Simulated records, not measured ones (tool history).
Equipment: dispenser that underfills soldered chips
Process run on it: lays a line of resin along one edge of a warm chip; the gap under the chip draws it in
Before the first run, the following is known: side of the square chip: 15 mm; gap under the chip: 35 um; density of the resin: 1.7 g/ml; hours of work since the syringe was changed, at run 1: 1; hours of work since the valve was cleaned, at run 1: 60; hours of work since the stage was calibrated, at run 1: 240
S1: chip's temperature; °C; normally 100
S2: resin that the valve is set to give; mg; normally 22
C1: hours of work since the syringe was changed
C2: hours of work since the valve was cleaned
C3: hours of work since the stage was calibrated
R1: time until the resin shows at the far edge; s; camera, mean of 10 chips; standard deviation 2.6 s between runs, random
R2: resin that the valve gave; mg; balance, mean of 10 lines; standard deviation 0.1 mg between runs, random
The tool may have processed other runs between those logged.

run 1 day=0 | S1=100 S2=22 | C1=1 C2=60 C3=240 | R1=256.5 R2=21.1
run 2 day=0.292 | S1=100 S2=22 | C1=6 C2=65 C3=246 | R1=386.8 R2=20.81
-- day=0.354 new syringe of resin
run 3 day=0.717 | S1=100 S2=22 | C1=7 C2=73 C3=253 | R1=398.4 R2=20.77
-- day=0.767 new syringe of resin
run 4 day=1.012 | S1=100 S2=22 | C1=4 C2=78 C3=259 | R1=327.9 R2=20.77
-- day=1.179 new syringe of resin
run 5 day=1.321 | S1=100 S2=22 | C1=3 C2=83 C3=264 | R1=292.2 R2=20.56
-- day=1.571 new syringe of resin
run 6 day=1.679 | S1=100 S2=22 | C1=2 C2=90 C3=270 | R1=275.1 R2=20.57
-- day=1.975 new syringe of resin
run 7 day=1.975 | S1=100 S2=22 | C1=0 C2=95 C3=276 | R1=238.2 R2=20.37
run 8 day=2.246 | S1=100 S2=22 | C1=5 C2=100 C3=281 | R1=350.7 R2=20.34
-- day=2.367 new syringe of resin
run 9 day=2.558 | S1=100 S2=25.6 | C1=4 C2=105 C3=286 | R1=304 R2=23.35
-- day=2.762 new syringe of resin
run 10 day=2.767 | S1=100 S2=25.6 | C1=0 C2=109 C3=290 | R1=228.2 R2=23.47
run 11 day=3.025 | S1=100 S2=25.6 | C1=5 C2=114 C3=294 | R1=332.2 R2=23.42
-- day=3.175 new syringe of resin
run 12 day=3.346 | S1=100 S2=25.6 | C1=3 C2=119 C3=300 | R1=292.9 R2=23.25
-- day=3.421 dispensing valve cleaned and set on the balance
-- day=3.629 new syringe of resin
run 13 day=3.867 | S1=100 S2=25.6 | C1=4 C2=8 C3=309 | R1=317.9 R2=25.37
-- day=4.038 new syringe of resin
run 14 day=4.167 | S1=100 S2=22.2 | C1=2 C2=13 C3=314 | R1=274.6 R2=22.04
-- day=4.429 new syringe of resin
run 15 day=4.575 | S1=92 S2=22.2 | C1=3 C2=21 C3=321 | R1=402.6 R2=22.01
-- day=4.829 new syringe of resin
run 16 day=4.896 | S1=92 S2=22.2 | C1=1 C2=26 C3=327 | R1=361.1 R2=21.87
-- day=5.225 new syringe of resin
run 17 day=5.358 | S1=107 S2=22.2 | C1=3 C2=35 C3=335 | R1=201.7 R2=21.82
-- day=5.65 new syringe of resin
run 18 day=5.7 | S1=92 S2=27.8 | C1=1 C2=41 C3=341 | R1=349.9 R2=27.22
-- day=6.054 new syringe of resin
run 19 day=6.054 | S1=106 S2=28.2 | C1=0 C2=47 C3=348 | R1=172 R2=27.34
run 20 day=6.254 | S1=106 S2=28.2 | C1=4 C2=50 C3=351 | R1=223.3 R2=27.15
-- day=6.45 new syringe of resin
run 21 day=6.454 | S1=105 S2=20.3 | C1=0 C2=54 C3=355 | R1=187.6 R2=19.7
run 22 day=6.75 | S1=88 S2=19.9 | C1=6 C2=59 C3=360 | R1=636.2 R2=19.01
-- day=6.875 new syringe of resin
run 23 day=7.017 | S1=88 S2=19.9 | C1=3 C2=64 C3=365 | R1=490.1 R2=19
-- day=7.271 new syringe of resin
run 24 day=7.346 | S1=112 S2=21.5 | C1=1 C2=70 C3=371 | R1=147.4 R2=20.29
-- day=7.667 new syringe of resin
run 25 day=7.667 | S1=112 S2=21.5 | C1=0 C2=76 C3=376 | R1=135.3 R2=20.31
run 26 day=7.888 | S1=112 S2=21.5 | C1=4 C2=80 C3=380 | R1=185.3 R2=20.3
-- day=8.083 new syringe of resin
run 27 day=8.238 | S1=87 S2=27.2 | C1=3 C2=86 C3=387 | R1=512.2 R2=25.56
-- day=8.496 new syringe of resin
run 28 day=8.617 | S1=108 S2=22 | C1=2 C2=93 C3=393 | R1=183.9 R2=20.41
run 29 day=8.833 | S1=102 S2=25.3 | C1=6 C2=97 C3=397 | R1=330.3 R2=23.48
-- day=8.9 new syringe of resin
run 30 day=9.242 | S1=85 S2=20.6 | C1=6 C2=104 C3=405 | R1=764.2 R2=19.05
-- day=9.308 new syringe of resin
run 31 day=9.538 | S1=87 S2=20.4 | C1=4 C2=109 C3=410 | R1=581.4 R2=18.67
-- day=9.717 new syringe of resin
run 32 day=9.938 | S1=97 S2=22.2 | C1=4 C2=116 C3=417 | R1=354.4 R2=20.26
-- day=10.112 new syringe of resin
-- day=10.188 dispensing valve cleaned and set on the balance
-- day=10.371 stage's temperature calibrated
run 33 day=10.45 | S1=108 S2=25 | C1=5 C2=4 C3=1 | R1=254.2 R2=24.6
-- day=10.592 new syringe of resin
run 34 day=10.742 | S1=91 S2=19.2 | C1=3 C2=9 C3=7 | R1=511.2 R2=18.94

Below are 5 alternative next runs, each starting from the tool's condition after run 34. Predict each:
-- day=10.983 new syringe of resin
run A day=11.167 | S1=109 S2=25.9 | C1=3 C2=17 C3=14 | R1=? R2=?
-- day=10.983 new syringe of resin
run B day=11.167 | S1=104 S2=28.2 | C1=3 C2=17 C3=14 | R1=? R2=?
-- day=10.983 new syringe of resin
run C day=11.167 | S1=110 S2=20.5 | C1=3 C2=17 C3=14 | R1=? R2=?
-- day=10.983 new syringe of resin
run D day=11.167 | S1=102 S2=22 | C1=3 C2=17 C3=14 | R1=? R2=?
-- day=10.983 new syringe of resin
run E day=11.167 | S1=102 S2=19.2 | C1=3 C2=17 C3=14 | R1=? R2=?

run=A R1=216.2 R2=25.3
run=B R1=274.6 R2=27.65
run=C R1=212.1 R2=20.21
run=D R1=303.9 R2=21.67
run=E R1=308.7 R2=18.84
Stripped of hidden state, with their random variation kept, the same runs would have yielded:
run=A R1=165 R2=25.78
run=B R1=209.6 R2=28.17
run=C R1=161.3 R2=20.59
run=D R1=231.7 R2=22.08
run=E R1=234.9 R2=19.2
